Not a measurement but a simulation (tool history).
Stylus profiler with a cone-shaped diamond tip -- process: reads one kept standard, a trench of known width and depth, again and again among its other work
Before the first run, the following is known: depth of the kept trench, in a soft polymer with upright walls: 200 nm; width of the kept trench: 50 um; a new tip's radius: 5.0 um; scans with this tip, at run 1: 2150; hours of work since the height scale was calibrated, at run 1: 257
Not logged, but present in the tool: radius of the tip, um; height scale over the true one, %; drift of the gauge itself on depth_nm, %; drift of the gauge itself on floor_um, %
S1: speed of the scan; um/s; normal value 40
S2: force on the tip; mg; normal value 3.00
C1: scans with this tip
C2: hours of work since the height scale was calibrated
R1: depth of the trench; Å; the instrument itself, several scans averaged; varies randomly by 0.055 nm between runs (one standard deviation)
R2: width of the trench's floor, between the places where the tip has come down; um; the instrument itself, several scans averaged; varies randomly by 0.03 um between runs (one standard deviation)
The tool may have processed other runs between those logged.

| run | hour | S1 | S2 | C1 | C2 | R1 | R2 |
|---|---|---|---|---|---|---|---|
| 1 | 0.0 | 40 | 3.00 | 2150 | 257 | 2034.8 | 46.83 |
| 2 | 17.0 | 40 | 3.00 | 2219 | 266 | 2034.9 | 46.79 |
| 3 | 44.3 | 40 | 3.00 | 2331 | 279 | 2035.1 | 46.84 |
| 4 | 67.7 | 128 | 3.00 | 2427 | 291 | 2034.4 | 46.51 |
| 5 | 84.1 | 40 | 1.01 | 2494 | 299 | 2016.6 | 46.67 |
| 6 | 102.3 | 40 | 1.97 | 2569 | 307 | 2025.1 | 46.79 |
| 7 | 129.9 | 40 | 2.04 | 2682 | 321 | 2027.1 | 46.77 |
| 8 | 147.3 | 40 | 2.04 | 2753 | 330 | 2027.0 | 46.78 |
| 9 | 176.6 | 40 | 2.04 | 2873 | 344 | 2027.1 | 46.77 |
| 10 | 205.3 | 40 | 4.92 | 2990 | 358 | 2048.6 | 46.82 |
| 11 | 241.9 | 40 | 4.92 | 3141 | 376 | 2049.0 | 46.81 |
| 12 | 265.9 | 40 | 2.08 | 3239 | 388 | 2028.0 | 46.79 |
| 13 | 284.8 | 40 | 2.08 | 3316 | 397 | 2029.8 | 46.71 |
| 14 | 319.6 | 40 | 2.08 | 3459 | 414 | 2028.1 | 46.71 |
| 15 | 347.6 | 40 | 2.08 | 3573 | 428 | 2028.2 | 46.73 |
| 16 | 375.8 | 40 | 1.28 | 3689 | 442 | 2021.2 | 46.64 |
| 17 | 392.9 | 40 | 3.00 | 3759 | 450 | 2035.4 | 46.72 |
| 18 | 427.2 | 40 | 3.69 | 3899 | 467 | 2041.6 | 46.77 |
| 19 | 453.7 | 40 | 3.69 | 4008 | 480 | 2041.1 | 46.75 |
| 20 | 472.7 | 40 | 3.69 | 4086 | 489 | 2040.7 | 46.72 |
| 21 | 508.8 | 40 | 3.69 | 4234 | 507 | 2041.7 | 46.67 |
| 22 | 545.4 | 20 | 3.69 | 4383 | 525 | 2041.8 | 46.81 |
| 23 | 565.6 | 20 | 3.69 | 4466 | 535 | 2040.9 | 46.83 |
| 24 | 600.7 | 26 | 1.28 | 4610 | 552 | 2021.5 | 46.69 |
| 25 | 632.9 | 19 | 2.87 | 4742 | 568 | 2036.0 | 46.74 |
| 26 | 665.4 | 19 | 2.87 | 4875 | 584 | 2034.9 | 46.77 |
| 27 | 695.1 | 59 | 3.47 | 4997 | 598 | 2039.7 | 46.55 |
| 28 | 726.7 | 70 | 1.15 | 5126 | 614 | 2020.9 | 46.26 |
| 29 | 753.2 | 122 | 2.40 | 5234 | 627 | 2031.5 | 46.23 |
| 30 | 782.1 | 23 | 2.22 | 5353 | 641 | 2031.6 | 46.70 |
| 31 | 801.0 | 24 | 3.85 | 5430 | 650 | 2042.0 | 46.71 |
| 32 | 831.5 | 52 | 2.92 | 5555 | 665 | 2036.3 | 46.57 |
| 33 | 863.8 | 52 | 2.92 | 5687 | 681 | 2036.2 | 46.54 |
| 34 | 899.3 | 65 | 8.03 | 5833 | 698 | 2068.0 | 46.62 |
| 35 | 921.3 | 18 | 1.62 | 5923 | 709 | 2025.9 | 46.68 |
| 36 | 938.4 | 48 | 3.00 | 5993 | 717 | 2037.4 | 46.57 |
| 37 | 968.5 | 151 | 1.74 | 6116 | 732 | 2025.6 | 45.91 |
| 38 | 1004.9 | 151 | 2.55 | 6265 | 750 | 2033.5 | 46.00 |
| 39 | 1023.6 | 40 | 4.30 | 6342 | 759 | 2045.8 | 46.60 |
| 40 | 1047.0 | 40 | 4.30 | 6438 | 771 | 2045.7 | 46.60 |
| 41 | 1080.1 | 48 | 2.05 | 6573 | 787 | 2028.9 | 46.45 |
| 42 | 1107.7 | 48 | 2.05 | 6686 | 800 | 2030.4 | 46.47 |
| 43 | 1123.7 | 48 | 2.05 | 6752 | 808 | 2028.4 | 46.41 |
| 44 | 1155.8 | 40 | 6.68 | 6883 | 824 | 2061.8 | 46.63 |
| 45 | 1181.7 | 40 | 1.15 | 6989 | 837 | 2021.2 | 46.35 |
| 46 | 1214.5 | 40 | 2.39 | 7124 | 853 | 2031.7 | 46.49 |

Hidden state or all else? Some run-to-run changes of R1, split into what the settings, what came in and random variation would give without the hidden state, and what is left for the hidden state (with any gauge scatter that isn't in both results):
Run 1 -> 2: nothing adjusted, nothing logged. R1 +0.1 Å: hidden state +0.1, all else +0.0.
Run 9 -> 10: S2 2.04 -> 4.92. R1 +21.5 Å: hidden state +0.2, all else +21.3.
Run 34 -> 35: S1 65 -> 18, S2 8.03 -> 1.62. R1 -42.1 Å: hidden state +0.0, all else -42.1.
Run 38 -> 39: S1 151 -> 40, S2 2.55 -> 4.30. R1 +12.3 Å: hidden state +0.2, all else +12.1.
Run 43 -> 44: S1 48 -> 40, S2 2.05 -> 6.68. R1 +33.4 Å: hidden state +0.0, all else +33.4.
Run 44 -> 45: S2 6.68 -> 1.15. R1 -40.6 Å: hidden state +0.0, all else -40.6.
